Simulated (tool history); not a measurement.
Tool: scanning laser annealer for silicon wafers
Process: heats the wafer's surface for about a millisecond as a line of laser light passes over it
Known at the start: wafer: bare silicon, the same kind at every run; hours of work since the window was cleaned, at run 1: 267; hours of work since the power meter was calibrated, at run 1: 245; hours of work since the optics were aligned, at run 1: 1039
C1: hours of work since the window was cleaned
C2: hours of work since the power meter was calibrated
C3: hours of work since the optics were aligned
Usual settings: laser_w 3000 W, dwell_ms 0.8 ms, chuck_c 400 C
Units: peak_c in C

run 1 day=0 | laser_w=3000 dwell_ms=0.8 chuck_c=400 | C1=267 C2=245 C3=1039 | peak_c=1115
run 2 day=0.446 | laser_w=2714 dwell_ms=0.8 chuck_c=400 | C1=272 C2=250 C3=1044 | peak_c=1026
run 3 day=1.083 | laser_w=3000 dwell_ms=0.619 chuck_c=400 | C1=279 C2=258 C3=1052 | peak_c=1023
run 4 day=1.362 | laser_w=3141 dwell_ms=0.8 chuck_c=400 | C1=283 C2=261 C3=1055 | peak_c=1159
run 5 day=1.875 | laser_w=3141 dwell_ms=0.8 chuck_c=400 | C1=289 C2=267 C3=1061 | peak_c=1163
run 6 day=2.404 | laser_w=3141 dwell_ms=0.8 chuck_c=400 | C1=295 C2=273 C3=1067 | peak_c=1161
run 7 day=2.683 | laser_w=3141 dwell_ms=0.8 chuck_c=400 | C1=298 C2=277 C3=1071 | peak_c=1161
run 8 day=3.333 | laser_w=3000 dwell_ms=0.723 chuck_c=400 | C1=306 C2=284 C3=1078 | peak_c=1076
run 9 day=3.846 | laser_w=3000 dwell_ms=0.723 chuck_c=400 | C1=312 C2=290 C3=1084 | peak_c=1077
run 10 day=4.138 | laser_w=3000 dwell_ms=0.723 chuck_c=400 | C1=316 C2=294 C3=1088 | peak_c=1076
run 11 day=4.425 | laser_w=3000 dwell_ms=0.723 chuck_c=400 | C1=319 C2=297 C3=1091 | peak_c=1077
run 12 day=4.854 | laser_w=2578 dwell_ms=0.632 chuck_c=362 | C1=324 C2=302 C3=1096 | peak_c=875
run 13 day=5.471 | laser_w=3003 dwell_ms=0.568 chuck_c=392 | C1=331 C2=309 C3=1104 | peak_c=986
run 14 day=6 | laser_w=3000 dwell_ms=0.863 chuck_c=377 | C1=338 C2=316 C3=1110 | peak_c=1122
run 15 day=6.308 | laser_w=2683 dwell_ms=0.863 chuck_c=385 | C1=341 C2=319 C3=1114 | peak_c=1027
run 16 day=6.854 | laser_w=3233 dwell_ms=0.699 chuck_c=407 | C1=348 C2=326 C3=1120 | peak_c=1143
run 17 day=7.446 | laser_w=3233 dwell_ms=0.699 chuck_c=407 | C1=355 C2=333 C3=1127 | peak_c=1139
run 18 day=8.121 | laser_w=3265 dwell_ms=0.8 chuck_c=400 | C1=363 C2=341 C3=1135 | peak_c=1203
run 19 day=8.6 | laser_w=3000 dwell_ms=0.792 chuck_c=376 | C1=368 C2=346 C3=1141 | peak_c=1088
run 20 day=9.267 | laser_w=3000 dwell_ms=0.792 chuck_c=376 | C1=376 C2=354 C3=1149 | peak_c=1082
run 21 day=9.792 | laser_w=3000 dwell_ms=0.792 chuck_c=376 | C1=382 C2=361 C3=1155 | peak_c=1090

4 ways to go on from here, each from the tool as it stands after run 21. What would each give?
run A day=10.258 | laser_w=2929 dwell_ms=0.796 chuck_c=386 | C1=388 C2=366 C3=1160 | peak_c=?
run B day=10.258 | laser_w=3066 dwell_ms=0.792 chuck_c=397 | C1=388 C2=366 C3=1160 | peak_c=?
run C day=10.258 | laser_w=3059 dwell_ms=0.65 chuck_c=380 | C1=388 C2=366 C3=1160 | peak_c=?
run D day=10.258 | laser_w=3000 dwell_ms=0.645 chuck_c=361 | C1=388 C2=366 C3=1160 | peak_c=?

run=A peak_c=1076
run=B peak_c=1128
run=C peak_c=1034
run=D peak_c=994
Without the tool's hidden state the same runs would have given:
run=A peak_c=1078
run=B peak_c=1130
run=C peak_c=1036
run=D peak_c=995
